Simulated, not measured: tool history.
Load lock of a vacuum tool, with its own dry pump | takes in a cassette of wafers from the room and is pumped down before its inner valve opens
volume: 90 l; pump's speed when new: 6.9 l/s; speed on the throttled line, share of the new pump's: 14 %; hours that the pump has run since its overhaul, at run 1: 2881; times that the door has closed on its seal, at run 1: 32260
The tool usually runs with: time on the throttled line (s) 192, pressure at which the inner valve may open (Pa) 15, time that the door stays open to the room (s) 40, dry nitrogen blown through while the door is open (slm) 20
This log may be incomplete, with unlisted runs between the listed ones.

run      day  time on the throttled line (s)  pressure at which the inner valve may open (Pa)  time that the door stays open to the room (s)  dry nitrogen blown through while the door is open (slm)  hours that the pump has run since its overhaul  times that the door has closed on its seal  incoming humidity of the room's air, %  time from the closed door until the inner valve may open (s)  rise of the pressure with all valves shut (Pa/min)
  1    0.000                             192                                               15                                             40                                                       20                                            2881                                       32260                                    43.7                                                         281.1                                               0.142
  2   24.746                             360                                               15                                             40                                                       20                                            3475                                       34445                                    45.6                                                         425.8                                               0.154
  3   51.000                             360                                               15                                             40                                                       20                                            4105                                       36764                                    45.5                                                         428.1                                               0.161
  4   62.362                             115                                               15                                             40                                                       20                                            4378                                       37767                                    45.3                                                         216.5                                               0.177
  5   89.192                             115                                               15                                             40                                                       20                                            5022                                       40136                                    43.4                                                         218.3                                               0.194
  6  102.492                             192                                               15                                             40                                                       20                                            5341                                       41311                                    43.9                                                         283.0                                               0.196
  7  127.500                             192                                               15                                             40                                                       20                                            5941                                       43520                                    44.4                                                         284.9                                               0.214
  8  150.942                             192                                               15                                             40                                                       20                                            6504                                       45590                                    50.1                                                         284.5                                               0.228
  9  165.817                             192                                               15                                             40                                                       20                                            6861                                       46903                                    43.3                                                         282.9                                               0.243
 10  183.425                             192                                               15                                             40                                                       17                                            7283                                       48458                                    44.9                                                         286.1                                               0.251
 11  208.754                             192                                               15                                             40                                                       20                                            7891                                       50695                                    42.6                                                         285.2                                               0.268
 12  228.475                             192                                               15                                             40                                                       20                                            8365                                       52437                                    43.3                                                         286.7                                               0.281
 13  254.288                             149                                               15                                             40                                                       20                                            8984                                       54716                                    45.7                                                         250.3                                               0.296
     269.138  -- door's seal changed, seat wiped
 14  278.804                             149                                               15                                             40                                                       20                                            9571                                         854                                    46.8                                                         249.3                                               0.012
 15  299.746                             149                                               15                                             40                                                       20                                           10074                                        2703                                    43.4                                                         251.1                                               0.013
 16  325.162                             192                                               15                                             40                                                       20                                           10684                                        4948                                    45.4                                                         287.0                                               0.015
 17  346.654                             192                                               15                                             40                                                       20                                           11199                                        6845                                    48.9                                                         287.8                                               0.023
 18  357.575                             192                                               18                                             40                                                       20                                           11461                                        7810                                    45.1                                                         284.7                                               0.028
 19  381.467                             192                                               18                                             40                                                       20                                           12035                                        9920                                    47.5                                                         286.3                                               0.027
 20  403.608                             192                                               16                                             40                                                        6                                           12566                                       11875                                    45.7                                                         287.4                                               0.044
 21  428.408                             321                                               15                                             26                                                        8                                           13161                                       14065                                    44.6                                                         400.7                                               0.049
 22  451.312                             321                                               15                                             26                                                        8                                           13711                                       16088                                    44.3                                                         399.3                                               0.053
 23  477.217                             321                                               15                                             26                                                        8                                           14333                                       18376                                    46.8                                                         401.1                                               0.061
 24  490.646                             192                                               15                                             49                                                       20                                           14655                                       19562                                    46.5                                                         292.0                                               0.068
 25  505.638                             192                                               11                                             40                                                       20                                           15015                                       20885                                    40.7                                                         296.2                                               0.072
 26  526.825                             192                                               25                                             73                                                        7                                           15523                                       22756                                    49.6                                                         284.3                                               0.092
 27  544.958                             220                                               18                                             93                                                       39                                           15959                                       24358                                    42.0                                                         314.1                                               0.083
 28  566.267                             192                                               15                                             92                                                       15                                           16470                                       26240                                    47.2                                                         292.7                                               0.101
 29  585.442                             107                                               30                                             76                                                       41                                           16930                                       27933                                    44.2                                                         212.2                                               0.103
 30  598.450                             192                                               15                                             38                                                        8                                           17242                                       29082                                    47.1                                                         292.6                                               0.112
 31  614.383                             192                                               15                                            203                                                        5                                           17625                                       30489                                    46.9                                                         293.1                                               0.165
 32  627.854                             264                                               27                                            203                                                        5                                           17948                                       31679                                    47.5                                                         344.9                                               0.173
 33  641.392                             264                                               27                                            203                                                        5                                           18273                                       32874                                    45.7                                                         343.8                                               0.174
 34  667.592                             264                                               26                                             59                                                       14                                           18902                                       35188                                    44.6                                                         348.5                                               0.149
     679.717  -- dry pump taken out, an overhauled one fitted
 35  694.658                             264                                               28                                             59                                                       14                                             359                                       37556                                    43.7                                                         332.1                                               0.168
 36  713.762                             264                                               28                                             59                                                       14                                             817                                       39243                                    43.9                                                         334.5                                               0.174

What would each run have given without the hidden state, its run-to-run variation left as it was?
Hidden state at play: pump's speed, % of a new pump's; leak at the door's seal, Pa l/s; drift of the gauge itself on ready_s, %; drift of the gauge itself on rise_pa_min, %.
run  time from the closed door until the inner valve may open (s)  rise of the pressure with all valves shut (Pa/min)
  1                                                         279.4                                               0.008
  2                                                         424.2                                               0.008
  3                                                         426.2                                               0.003
  4                                                         213.3                                               0.011
  5                                                         214.5                                               0.012
  6                                                         279.4                                               0.009
  7                                                         280.8                                               0.009
  8                                                         280.1                                               0.012
  9                                                         278.2                                               0.015
 10                                                         281.1                                               0.009
 11                                                         279.7                                               0.009
 12                                                         280.7                                               0.012
 13                                                         243.2                                               0.011
 14                                                         241.7                                               0.011
 15                                                         243.0                                               0.008
 16                                                         279.2                                               0.006
 17                                                         279.6                                               0.009
 18                                                         276.3                                               0.011
 19                                                         277.4                                               0.005
 20                                                         278.1                                               0.017
 21                                                         392.8                                               0.015
 22                                                         391.0                                               0.012
 23                                                         392.4                                               0.012
 24                                                         280.7                                               0.014
 25                                                         284.0                                               0.012
 26                                                         273.1                                               0.024
 27                                                         302.4                                               0.006
 28                                                         279.7                                               0.017
 29                                                         198.3                                               0.010
 30                                                         279.0                                               0.016
 31                                                         279.1                                               0.060
 32                                                         333.2                                               0.060
 33                                                         332.0                                               0.056
 34                                                         336.2                                               0.014
 35                                                         331.9                                               0.019
 36                                                         334.2                                               0.015
